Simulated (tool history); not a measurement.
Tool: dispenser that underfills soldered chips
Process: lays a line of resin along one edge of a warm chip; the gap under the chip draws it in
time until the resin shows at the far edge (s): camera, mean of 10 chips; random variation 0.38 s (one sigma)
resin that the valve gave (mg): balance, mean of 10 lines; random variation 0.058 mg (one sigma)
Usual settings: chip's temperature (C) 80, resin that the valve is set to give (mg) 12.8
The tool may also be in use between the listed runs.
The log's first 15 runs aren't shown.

| run | hour | chip's temperature (C) | resin that the valve is set to give (mg) | hours of work since the syringe was changed | hours of work since the valve was cleaned | hours of work since the stage was calibrated | time until the resin shows at the far edge (s) | resin that the valve gave (mg) |
|---|---|---|---|---|---|---|---|---|
| 16 | 121.8 | 80 | 16.4 | 6 | 20 | 182 | 33.2 | 16.25 |
|  | 125.1 | new syringe of resin |
| 17 | 130.8 | 80 | 12.8 | 4 | 27 | 189 | 30.3 | 12.59 |
|  | 135.9 | new syringe of resin |
| 18 | 140.9 | 87 | 12.8 | 4 | 34 | 196 | 22.2 | 12.56 |
|  | 146.9 | new syringe of resin |
| 19 | 148.8 | 82 | 13.7 | 1 | 40 | 202 | 24.4 | 13.44 |
|  | 157.8 | new syringe of resin |
| 20 | 158.7 | 94 | 14.1 | 1 | 47 | 209 | 15.7 | 13.72 |
|  | 163.1 | dispensing valve cleaned and set on the balance |
|  | 170.5 | new syringe of resin |
| 21 | 172.2 | 91 | 11.2 | 1 | 7 | 218 | 18.1 | 11.15 |
|  | 181.5 | new syringe of resin |
| 22 | 182.3 | 77 | 15.9 | 1 | 14 | 226 | 27.5 | 15.8 |
| 23 | 190.8 | 72 | 14 | 7 | 20 | 232 | 46.5 | 13.92 |
|  | 192.8 | new syringe of resin |
| 24 | 202 | 72 | 14 | 7 | 29 | 240 | 46.6 | 13.77 |
|  | 204 | new syringe of resin |
| 25 | 211.6 | 72 | 16.5 | 6 | 36 | 247 | 44.5 | 16.21 |
|  | 214.9 | new syringe of resin |
| 26 | 217.5 | 85 | 12.2 | 2 | 40 | 252 | 23.1 | 11.77 |
| 27 | 222.9 | 65 | 12.8 | 6 | 44 | 256 | 58.5 | 12.48 |

The next listed run, before its measurement:
|  | 225.7 | new syringe of resin |
|  | 231.6 | dispensing valve cleaned and set on the balance |
| 28 | 231.6 | 65 | 12.8 | 4 | 0 | 261 | ? | ? |

{"run 28": {"time until the resin shows at the far edge (s)": 52.8, "resin that the valve gave (mg)": 12.8}}
Without the tool's hidden state the same run would have given time until the resin shows at the far edge (s) 41.2, resin that the valve gave (mg) 12.75.
